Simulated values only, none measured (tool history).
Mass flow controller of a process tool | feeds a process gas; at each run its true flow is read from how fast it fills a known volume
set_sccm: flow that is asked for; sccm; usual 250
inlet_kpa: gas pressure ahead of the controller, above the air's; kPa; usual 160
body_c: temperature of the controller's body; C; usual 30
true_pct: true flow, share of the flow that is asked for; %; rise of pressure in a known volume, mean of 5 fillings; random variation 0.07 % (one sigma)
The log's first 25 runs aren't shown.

run    hour  set_sccm  inlet_kpa  body_c  hours of work since the controller was set to zero  hours of work since the controller was changed  true_pct
 26  1558.7       227        165      24                                                3913                                            3913     96.48
 27  1608.1        53        160      30                                                3934                                            3934     93.28
 28  1684.6        53        160      30                                                3967                                            3967     93.27
 29    1751        53        160      30                                                3996                                            3996     93.28
 30  1821.5       138        160      36                                                4026                                            4026     94.44
 31  1867.8       138        160      36                                                4046                                            4046     94.49
 32  1943.1       371        168      26                                                4078                                            4078     97.29
 33    1993       371        168      26                                                4100                                            4100     97.21
 34  2074.8       354        149      24                                                4135                                            4135     97.24
 35  2121.4       329        160      26                                                4155                                            4155     96.84
 36  2163.5       261        272      36                                                4173                                            4173      96.2
 37  2199.5       261        272      36                                                4188                                            4188     96.26
 38  2278.7       261        272      36                                                4222                                            4222     96.13
 39  2342.8       261        233      32                                                4250                                            4250     96.24
 40  2401.7       261        233      32                                                4275                                            4275     96.35
 41  2473.8       282        278      38                                                4306                                            4306     96.17
 42  2523.8       205        156      22                                                4328                                            4328     96.24
 43    2584       205        156      22                                                4354                                            4354     96.12

4 ways to go on from here, each from the tool as it stands after run 43. What would each give?
  A  2654       276        196      29                                                4384                                            4384         ?
  B  2654       205        142      32                                                4384                                            4384         ?
  C  2654       288        160      33                                                4384                                            4384         ?
  D  2654       212        142      33                                                4384                                            4384         ?

run  true_pct
  A     96.41
  B     95.18
  C     95.77
  D     95.12
Without the tool's hidden state the same runs would have given:
run  true_pct
  A     98.25
  B     97.17
  C      97.6
  D     97.09
